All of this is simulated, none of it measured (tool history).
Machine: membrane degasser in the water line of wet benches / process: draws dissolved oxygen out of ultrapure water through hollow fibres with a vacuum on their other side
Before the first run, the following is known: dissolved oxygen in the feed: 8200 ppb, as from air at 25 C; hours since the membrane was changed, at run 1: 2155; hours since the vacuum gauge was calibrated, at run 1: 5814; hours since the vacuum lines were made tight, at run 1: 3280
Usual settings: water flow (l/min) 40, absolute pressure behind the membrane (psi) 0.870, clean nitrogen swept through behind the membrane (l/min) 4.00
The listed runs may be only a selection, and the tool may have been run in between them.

run	day	water flow (l/min)	absolute pressure behind the membrane (psi)	clean nitrogen swept through behind the membrane (l/min)	hours since the membrane was changed	hours since the vacuum gauge was calibrated	hours since the vacuum lines were made tight	dissolved oxygen in the water behind the degasser (ppb)	pressure that the water loses in the fibres (psi)
1	0.000	40	0.870	4.00	2155	5814	3280	82.4	9.111
2	7.088	40	0.870	9.12	2325	5984	3450	40.7	9.155
3	12.104	40	0.870	9.12	2445	6104	3571	42.0	9.062
4	16.796	40	0.870	9.12	2558	6217	3683	41.2	9.159
5	24.479	40	0.870	9.12	2742	6401	3868	42.2	9.181
6	29.767	52	0.870	4.00	2869	6528	3995	110.3	11.915
7	35.658	52	0.870	4.00	3010	6669	4136	108.5	11.947
8	40.096	52	0.870	4.00	3117	6776	4242	113.2	11.947
9	44.425	52	0.870	5.88	3221	6880	4346	80.2	11.948
10	49.367	52	0.870	5.88	3339	6998	4465	81.4	12.000
11	52.921	52	0.870	5.88	3425	7084	4550	81.8	11.957
12	58.729	52	0.870	5.88	3564	7223	4690	82.5	11.995
13	66.288	40	0.870	4.00	3746	7405	4871	87.7	9.335
14	71.042	40	0.870	4.00	3860	7519	4985	86.3	9.264
15	77.892	40	0.870	4.00	4024	7683	5150	87.4	9.297
16	84.208	35	1.426	3.81	4176	7835	5301	162.6	8.116
# day 84.988: seals of the vacuum lines changed
17	90.588	35	1.426	3.81	4327	7986	134	163.9	8.132
18	97.638	58	1.993	4.53	4496	8155	304	335.3	13.552
# day 100.896: vacuum gauge calibrated
19	105.642	31	0.612	2.05	4688	114	495	38.8	7.255
20	111.625	35	0.870	4.30	4831	258	639	59.1	8.171
21	118.208	37	1.922	4.00	4989	416	797	217.6	8.585
22	122.442	59	1.224	2.43	5091	517	898	286.6	13.744
23	129.088	52	0.776	6.45	5250	677	1058	52.0	12.225
24	137.042	29	1.049	4.00	5441	867	1249	75.4	6.872
25	143.725	29	0.563	3.25	5602	1028	1409	18.7	6.820
26	149.038	27	0.564	6.25	5729	1155	1537	10.9	6.354
27	152.767	30	0.870	3.26	5819	1245	1626	66.0	7.066

Alternative continuations, all from the tool just after run 27; predict every row:
A	160.567	29	0.716	3.26	6006	1432	1813	?	?
B	160.567	37	1.652	2.87	6006	1432	1813	?	?
C	160.567	24	0.870	3.54	6006	1432	1813	?	?
D	160.567	26	1.242	2.93	6006	1432	1813	?	?

run	dissolved oxygen in the water behind the degasser (ppb)	pressure that the water loses in the fibres (psi)
A	42.0	6.811
B	246.0	8.723
C	51.7	5.626
D	117.8	6.166
With no hidden state in the tool, these same runs would have given:
run	dissolved oxygen in the water behind the degasser (ppb)	pressure that the water loses in the fibres (psi)
A	38.3	6.464
B	240.0	8.280
C	48.6	5.340
D	113.7	5.854

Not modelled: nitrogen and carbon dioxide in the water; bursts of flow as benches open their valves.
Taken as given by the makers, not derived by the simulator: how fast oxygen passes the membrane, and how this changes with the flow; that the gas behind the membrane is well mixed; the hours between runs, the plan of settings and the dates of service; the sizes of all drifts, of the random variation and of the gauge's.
